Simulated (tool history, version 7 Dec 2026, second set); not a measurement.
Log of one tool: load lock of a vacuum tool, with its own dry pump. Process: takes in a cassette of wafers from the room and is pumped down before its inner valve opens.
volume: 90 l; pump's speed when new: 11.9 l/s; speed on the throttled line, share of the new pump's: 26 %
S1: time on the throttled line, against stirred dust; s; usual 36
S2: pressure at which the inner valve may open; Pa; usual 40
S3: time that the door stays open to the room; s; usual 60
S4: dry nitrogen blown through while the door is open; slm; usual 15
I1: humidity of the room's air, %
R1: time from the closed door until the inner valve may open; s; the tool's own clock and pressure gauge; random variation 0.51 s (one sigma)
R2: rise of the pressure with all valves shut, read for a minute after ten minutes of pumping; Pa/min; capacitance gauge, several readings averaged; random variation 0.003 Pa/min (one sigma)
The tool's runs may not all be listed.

{"run": 1, "day": 0.0, "S1": 36, "S2": 40, "S3": 60, "S4": 15, "I1": 44.9, "R1": 85.5, "R2": 0.026}
{"run": 2, "day": 7.212, "S1": 36, "S2": 40, "S3": 60, "S4": 15, "I1": 44.8, "R1": 85.8, "R2": 0.023}
{"run": 3, "day": 16.15, "S1": 36, "S2": 42, "S3": 60, "S4": 15, "I1": 44.3, "R1": 85.0, "R2": 0.022}
{"run": 4, "day": 24.942, "S1": 59, "S2": 40, "S3": 60, "S4": 15, "I1": 44.0, "R1": 103.4, "R2": 0.023}
{"run": 5, "day": 33.125, "S1": 59, "S2": 40, "S3": 60, "S4": 15, "I1": 45.0, "R1": 104.4, "R2": 0.021}
{"run": 6, "day": 41.267, "S1": 59, "S2": 40, "S3": 60, "S4": 15, "I1": 42.5, "R1": 104.0, "R2": 0.026}
{"run": 7, "day": 50.621, "S1": 59, "S2": 40, "S3": 60, "S4": 15, "I1": 44.4, "R1": 103.8, "R2": 0.025}
{"run": 8, "day": 58.338, "S1": 46, "S2": 51, "S3": 60, "S4": 7, "I1": 44.5, "R1": 91.6, "R2": 0.034}
{"run": 9, "day": 65.55, "S1": 46, "S2": 51, "S3": 60, "S4": 7, "I1": 44.0, "R1": 92.3, "R2": 0.033}
{"run": 10, "day": 69.733, "S1": 46, "S2": 51, "S3": 60, "S4": 7, "I1": 41.7, "R1": 91.5, "R2": 0.032}
{"run": 11, "day": 77.667, "S1": 46, "S2": 43, "S3": 60, "S4": 29, "I1": 49.0, "R1": 93.2, "R2": 0.02}
{"run": 12, "day": 84.108, "S1": 36, "S2": 40, "S3": 60, "S4": 5, "I1": 47.0, "R1": 85.9, "R2": 0.043}
{"run": 13, "day": 91.992, "S1": 31, "S2": 65, "S3": 154, "S4": 8, "I1": 45.0, "R1": 77.7, "R2": 0.041}

Forecast each of these 5 alternatives for the next run:
{"run": "A", "day": 96.621, "S1": 40, "S2": 40, "S3": 237, "S4": 11, "I1": 45.0, "R1": "?", "R2": "?"}
{"run": "B", "day": 96.621, "S1": 43, "S2": 33, "S3": 154, "S4": 35, "I1": 45.5, "R1": "?", "R2": "?"}
{"run": "C", "day": 96.621, "S1": 31, "S2": 45, "S3": 94, "S4": 8, "I1": 44.6, "R1": "?", "R2": "?"}
{"run": "D", "day": 96.621, "S1": 36, "S2": 77, "S3": 60, "S4": 15, "I1": 42.7, "R1": "?", "R2": "?"}
{"run": "E", "day": 96.621, "S1": 36, "S2": 64, "S3": 60, "S4": 15, "I1": 44.9, "R1": "?", "R2": "?"}

run=A R1=89.9 R2=0.047
run=B R1=93.5 R2=0.024
run=C R1=82.3 R2=0.039
run=D R1=81.2 R2=0.027
run=E R1=82.8 R2=0.030
Without the tool's hidden state the same runs would have given:
run=A R1=89.9 R2=0.046
run=B R1=93.5 R2=0.024
run=C R1=82.3 R2=0.039
run=D R1=81.2 R2=0.027
run=E R1=82.7 R2=0.030
